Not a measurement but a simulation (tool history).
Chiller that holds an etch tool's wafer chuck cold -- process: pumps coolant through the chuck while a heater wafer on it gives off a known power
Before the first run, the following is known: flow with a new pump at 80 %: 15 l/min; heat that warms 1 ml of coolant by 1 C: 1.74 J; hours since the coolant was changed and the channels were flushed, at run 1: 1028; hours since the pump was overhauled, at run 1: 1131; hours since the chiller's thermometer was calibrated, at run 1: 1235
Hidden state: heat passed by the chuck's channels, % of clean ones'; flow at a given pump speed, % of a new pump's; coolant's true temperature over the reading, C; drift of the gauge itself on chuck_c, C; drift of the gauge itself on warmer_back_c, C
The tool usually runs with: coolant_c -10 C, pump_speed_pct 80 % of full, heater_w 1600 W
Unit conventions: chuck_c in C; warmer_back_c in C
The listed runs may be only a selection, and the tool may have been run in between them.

run,day,coolant_c,pump_speed_pct,heater_w,hours since the coolant was changed and the channels were flushed,hours since the pump was overhauled,hours since the chiller's thermometer was calibrated,chuck_c,warmer_back_c
1,0.000,-10,80,1600,1028,1131,1235,0.8,3.86
2,1.067,-10,80,1600,1053,1157,1261,0.8,3.80
3,2.442,-10,93,1600,1086,1190,1294,-0.1,3.23
4,3.412,-10,93,1600,1109,1213,1317,-0.2,3.25
5,5.025,-10,93,1600,1148,1252,1356,-0.2,3.27
6,6.562,-10,93,1600,1185,1289,1393,-0.4,3.19
7,7.817,-10,93,1600,1215,1319,1423,-0.3,3.27
8,9.033,-10,89,1600,1244,1348,1452,0.1,3.37
9,9.762,-10,66,1600,1262,1366,1469,3.0,4.74
10,10.612,-10,66,1600,1282,1386,1490,3.1,4.72
11,12.017,-14,72,1600,1316,1420,1523,-1.9,4.29
12,13.121,-10,60,1003,1342,1446,1550,-1.3,3.29
13,13.808,-10,80,992,1359,1463,1566,-3.3,2.36

Expected results for the next run?
14,14.712,-10,87,831,1381,1484,1588,?,?

Logged for run 14: chuck_c -4.7 C, warmer_back_c 1.75 C.
With the hidden condition absent and the run-to-run variation left alone, this run would have shown chuck_c -4.8 C, warmer_back_c 1.66 C.
